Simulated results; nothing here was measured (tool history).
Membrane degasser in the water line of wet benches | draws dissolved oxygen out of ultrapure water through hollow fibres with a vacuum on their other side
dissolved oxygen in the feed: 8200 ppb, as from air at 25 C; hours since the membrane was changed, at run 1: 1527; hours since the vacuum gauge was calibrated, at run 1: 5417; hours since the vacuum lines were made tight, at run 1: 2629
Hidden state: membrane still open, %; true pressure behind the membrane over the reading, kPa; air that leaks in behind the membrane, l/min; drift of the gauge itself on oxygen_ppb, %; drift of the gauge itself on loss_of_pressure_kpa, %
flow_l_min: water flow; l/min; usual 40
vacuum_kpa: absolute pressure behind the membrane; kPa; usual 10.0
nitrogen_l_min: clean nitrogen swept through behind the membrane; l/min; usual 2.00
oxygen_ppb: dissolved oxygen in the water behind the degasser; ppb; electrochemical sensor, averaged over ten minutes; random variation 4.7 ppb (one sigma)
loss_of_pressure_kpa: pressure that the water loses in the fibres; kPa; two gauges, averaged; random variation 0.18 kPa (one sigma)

run,day,flow_l_min,vacuum_kpa,nitrogen_l_min,hours since the membrane was changed,hours since the vacuum gauge was calibrated,hours since the vacuum lines were made tight,oxygen_ppb,loss_of_pressure_kpa
1,0.000,40,10.0,2.00,1527,5417,2629,495.0,33.46
2,1.533,40,10.0,2.00,1564,5454,2666,484.6,33.69
3,3.071,40,10.0,2.00,1601,5491,2703,485.0,33.52
4,5.071,40,10.0,2.00,1649,5539,2751,487.8,33.74
5,6.833,40,10.0,2.00,1691,5581,2793,492.4,33.28
6,8.288,40,10.0,2.00,1726,5616,2828,490.2,33.58
7,9.575,40,10.0,2.00,1757,5647,2859,485.1,33.54
8,11.058,40,10.0,2.00,1793,5682,2895,497.1,33.60
9,12.058,31,10.0,2.00,1817,5706,2919,364.2,26.09
10,13.496,31,10.0,2.00,1851,5741,2953,369.0,25.70
11,15.079,40,6.3,2.00,1889,5779,2991,340.7,33.90
12,16.300,40,6.3,2.00,1918,5808,3021,344.4,33.57
13,17.121,40,10.0,1.90,1938,5828,3040,505.9,33.34
14,19.067,40,10.0,3.58,1985,5875,3087,376.3,33.69
15,19.938,40,10.0,3.58,2006,5896,3108,379.9,33.58
16,21.733,40,10.0,3.58,2049,5939,3151,379.1,33.77
17,23.596,40,10.0,3.58,2094,5983,3196,373.2,33.34
# day 23.742: vacuum gauge calibrated
18,25.017,51,11.0,3.58,2127,31,3229,543.8,43.31
19,25.979,51,11.0,3.58,2150,54,3252,535.6,42.99
20,27.138,46,7.9,1.24,2178,81,3280,598.0,38.99
21,29.067,50,6.4,3.15,2224,128,3326,404.8,42.05

Run 22 comes next. What will it give?
22,30.221,32,14.1,3.15,2252,156,3354,?,?

oxygen_ppb: 401.4 ppb
loss_of_pressure_kpa: 26.83 kPa
Without the tool's hidden state the same run would have given oxygen_ppb 381.7 ppb, loss_of_pressure_kpa 26.35 kPa.

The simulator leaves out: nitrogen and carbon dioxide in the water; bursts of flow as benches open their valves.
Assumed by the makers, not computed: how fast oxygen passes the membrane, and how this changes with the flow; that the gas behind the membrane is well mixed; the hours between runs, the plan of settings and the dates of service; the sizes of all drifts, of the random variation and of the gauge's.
